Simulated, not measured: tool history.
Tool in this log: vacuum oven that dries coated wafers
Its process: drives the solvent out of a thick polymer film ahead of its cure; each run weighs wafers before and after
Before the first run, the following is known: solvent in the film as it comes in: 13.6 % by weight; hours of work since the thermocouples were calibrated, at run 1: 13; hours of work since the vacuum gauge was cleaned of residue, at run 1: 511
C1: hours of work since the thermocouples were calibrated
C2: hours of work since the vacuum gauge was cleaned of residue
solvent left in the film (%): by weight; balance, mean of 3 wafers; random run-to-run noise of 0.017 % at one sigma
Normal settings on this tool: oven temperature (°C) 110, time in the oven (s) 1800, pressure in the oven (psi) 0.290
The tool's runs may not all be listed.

run 1 day=0.000 | oven_temperature_(°C)=110 time_in_the_oven_(s)=1800 pressure_in_the_oven_(psi)=0.290 | C1=13 C2=511 | solvent_left_in_the_film_(%)=2.00
run 2 day=0.850 | oven_temperature_(°C)=110 time_in_the_oven_(s)=1800 pressure_in_the_oven_(psi)=0.290 | C1=25 C2=523 | solvent_left_in_the_film_(%)=1.98
run 3 day=1.796 | oven_temperature_(°C)=110 time_in_the_oven_(s)=1800 pressure_in_the_oven_(psi)=0.290 | C1=38 C2=536 | solvent_left_in_the_film_(%)=2.01
run 4 day=2.825 | oven_temperature_(°C)=110 time_in_the_oven_(s)=1800 pressure_in_the_oven_(psi)=0.290 | C1=53 C2=551 | solvent_left_in_the_film_(%)=2.01
run 5 day=3.888 | oven_temperature_(°C)=110 time_in_the_oven_(s)=1800 pressure_in_the_oven_(psi)=0.290 | C1=68 C2=566 | solvent_left_in_the_film_(%)=2.02
run 6 day=4.925 | oven_temperature_(°C)=110 time_in_the_oven_(s)=1260 pressure_in_the_oven_(psi)=0.290 | C1=82 C2=580 | solvent_left_in_the_film_(%)=3.07
run 7 day=6.150 | oven_temperature_(°C)=110 time_in_the_oven_(s)=2220 pressure_in_the_oven_(psi)=0.290 | C1=99 C2=597 | solvent_left_in_the_film_(%)=1.55
run 8 day=6.725 | oven_temperature_(°C)=110 time_in_the_oven_(s)=2220 pressure_in_the_oven_(psi)=0.290 | C1=107 C2=605 | solvent_left_in_the_film_(%)=1.60
run 9 day=7.738 | oven_temperature_(°C)=110 time_in_the_oven_(s)=2220 pressure_in_the_oven_(psi)=0.290 | C1=121 C2=620 | solvent_left_in_the_film_(%)=1.57
run 10 day=8.758 | oven_temperature_(°C)=110 time_in_the_oven_(s)=1800 pressure_in_the_oven_(psi)=0.290 | C1=136 C2=634 | solvent_left_in_the_film_(%)=2.04
run 11 day=9.350 | oven_temperature_(°C)=110 time_in_the_oven_(s)=1800 pressure_in_the_oven_(psi)=0.290 | C1=144 C2=642 | solvent_left_in_the_film_(%)=2.03
run 12 day=10.517 | oven_temperature_(°C)=103 time_in_the_oven_(s)=1800 pressure_in_the_oven_(psi)=0.189 | C1=160 C2=658 | solvent_left_in_the_film_(%)=3.02
run 13 day=11.204 | oven_temperature_(°C)=103 time_in_the_oven_(s)=1800 pressure_in_the_oven_(psi)=0.189 | C1=170 C2=668 | solvent_left_in_the_film_(%)=3.03
run 14 day=12.304 | oven_temperature_(°C)=110 time_in_the_oven_(s)=2040 pressure_in_the_oven_(psi)=0.862 | C1=185 C2=683 | solvent_left_in_the_film_(%)=3.35
run 15 day=13.229 | oven_temperature_(°C)=121 time_in_the_oven_(s)=1800 pressure_in_the_oven_(psi)=0.290 | C1=198 C2=696 | solvent_left_in_the_film_(%)=0.85
run 16 day=13.788 | oven_temperature_(°C)=110 time_in_the_oven_(s)=2760 pressure_in_the_oven_(psi)=0.609 | C1=206 C2=704 | solvent_left_in_the_film_(%)=2.23
run 17 day=14.329 | oven_temperature_(°C)=113 time_in_the_oven_(s)=2100 pressure_in_the_oven_(psi)=0.260 | C1=214 C2=712 | solvent_left_in_the_film_(%)=1.21
run 18 day=15.525 | oven_temperature_(°C)=113 time_in_the_oven_(s)=2100 pressure_in_the_oven_(psi)=0.260 | C1=230 C2=728 | solvent_left_in_the_film_(%)=1.26
run 19 day=16.829 | oven_temperature_(°C)=113 time_in_the_oven_(s)=2100 pressure_in_the_oven_(psi)=0.260 | C1=248 C2=747 | solvent_left_in_the_film_(%)=1.23
run 20 day=17.408 | oven_temperature_(°C)=101 time_in_the_oven_(s)=1260 pressure_in_the_oven_(psi)=1.153 | C1=257 C2=755 | solvent_left_in_the_film_(%)=7.59
run 21 day=18.038 | oven_temperature_(°C)=110 time_in_the_oven_(s)=1200 pressure_in_the_oven_(psi)=0.759 | C1=265 C2=763 | solvent_left_in_the_film_(%)=4.42

Here are 3 independent what-if runs from the current tool condition. What would each one return?
run A day=18.908 | oven_temperature_(°C)=106 time_in_the_oven_(s)=1080 pressure_in_the_oven_(psi)=0.872 | C1=277 C2=776 | solvent_left_in_the_film_(%)=?
run B day=18.908 | oven_temperature_(°C)=110 time_in_the_oven_(s)=1800 pressure_in_the_oven_(psi)=0.161 | C1=277 C2=776 | solvent_left_in_the_film_(%)=?
run C day=18.908 | oven_temperature_(°C)=113 time_in_the_oven_(s)=1800 pressure_in_the_oven_(psi)=0.191 | C1=277 C2=776 | solvent_left_in_the_film_(%)=?

run=A solvent_left_in_the_film_(%)=5.97
run=B solvent_left_in_the_film_(%)=1.67
run=C solvent_left_in_the_film_(%)=1.33
With no hidden state in the tool, these same runs would have given:
run=A solvent_left_in_the_film_(%)=5.97
run=B solvent_left_in_the_film_(%)=1.67
run=C solvent_left_in_the_film_(%)=1.32
